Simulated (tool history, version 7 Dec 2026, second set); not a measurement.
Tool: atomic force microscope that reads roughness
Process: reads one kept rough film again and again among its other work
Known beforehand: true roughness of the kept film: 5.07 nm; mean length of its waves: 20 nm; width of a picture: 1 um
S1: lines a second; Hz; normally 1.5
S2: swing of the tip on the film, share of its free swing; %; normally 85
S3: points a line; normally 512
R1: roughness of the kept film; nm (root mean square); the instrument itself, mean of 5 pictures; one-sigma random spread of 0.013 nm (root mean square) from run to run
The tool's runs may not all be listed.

run	hour	S1	S2	S3	R1
1	0	1.5	85	512	3.076
# hour 6.8: new tip fitted
2	54.4	1.5	82	512	3.182
3	87.9	1.5	85	855	3.099
# hour 94.7: new tip fitted
4	131.7	1.5	85	855	3.125
5	175.1	2.16	85	512	2.879
# hour 184.5: new tip fitted
6	200.3	2.16	85	512	2.899
7	228.5	1.5	85	707	3.113
8	266.6	0.83	85	512	3.348
# hour 271.8: new tip fitted
9	296.8	0.83	85	512	3.346
10	345.9	0.83	85	512	3.34
# hour 363.1: new tip fitted
11	381.5	1.5	85	512	3.086
12	417	1.5	85	512	3.08
# hour 454.1: new tip fitted
13	464.3	3.31	85	512	2.578
14	503	1.5	85	512	3.101
# hour 544.3: new tip fitted
15	547.4	1.5	85	512	3.108
16	597.4	1.5	85	512	3.083
# hour 633.9: new tip fitted
17	643.4	1.5	85	512	3.102
18	689.2	1.5	85	512	3.092
19	718.7	1.5	85	512	3.094
# hour 722.3: new tip fitted
20	758.3	1.5	85	512	3.089
21	796.2	1.5	85	512	3.117
# hour 809.5: new tip fitted
22	839.8	1.5	77	512	3.28
23	876	1.5	77	512	3.278
# hour 899.4: new tip fitted
24	917	1.5	77	512	3.264
25	963.9	0.94	87	542	3.273
# hour 988.6: new tip fitted
26	989.4	0.57	77	512	3.53
27	1020.1	3.39	85	804	2.582
28	1057.2	3.39	76	539	2.898
# hour 1079.2: new tip fitted
29	1085.6	1.5	55	257	3.486
30	1122.9	1.5	55	257	3.483
# hour 1166.2: new tip fitted
31	1166.2	1.5	71	470	3.363
32	1214.1	3.03	57	1017	3.457
# hour 1254.9: new tip fitted
33	1266.9	3.03	57	1017	3.479
34	1308.9	0.65	88	356	3.31
# hour 1343: new tip fitted
35	1354.1	0.65	88	356	3.357
36	1387.4	0.79	88	617	3.293
37	1417.5	0.5	85	558	3.48
# hour 1432.3: new tip fitted
38	1452.7	0.54	66	827	3.659
39	1499.6	1.26	79	651	3.315
# hour 1521.2: new tip fitted
# hour 1530: height scale calibrated on a step standard
40	1545.9	1.26	79	651	3.309
41	1587.4	1.35	59	995	3.604
# hour 1611.1: new tip fitted
42	1631.7	1.35	59	995	3.594
43	1660.9	3.18	79	651	2.824
44	1687.5	2.63	85	595	2.746
# hour 1700.9: new tip fitted
45	1729.1	2.63	85	595	2.749
46	1759.4	2.63	85	595	2.762
# hour 1791: new tip fitted
47	1797.4	1.25	55	1000	3.622

Table of differences, measured result less the result of that run with no hidden state. Run-to-run variation is the same in both. Gauge scatter possibly is not:
The hidden state here: radius of the tip, nm; height scale over the true one, %; drift of the gauge itself on roughness_nm, %.
run	R1
1	-0.014
2	-0.007
3	-0.012
4	-0.005
5	-0.011
6	-0.002
7	-0.008
8	-0.014
9	-0.005
10	-0.012
11	-0.004
12	-0.009
13	-0.002
14	-0.008
15	-0.001
16	-0.009
17	-0.002
18	-0.009
19	-0.014
20	-0.006
21	-0.012
22	-0.005
23	-0.01
24	-0.003
25	-0.01
26	-0.001
27	-0.004
28	-0.01
29	-0.001
30	-0.008
31	+0.001
32	-0.008
33	-0.002
34	-0.009
35	-0.002
36	-0.008
37	-0.013
38	-0.003
39	-0.011
40	-0.004
41	-0.011
42	-0.005
43	-0.008
44	-0.011
45	-0.005
46	-0.01
47	-0.001
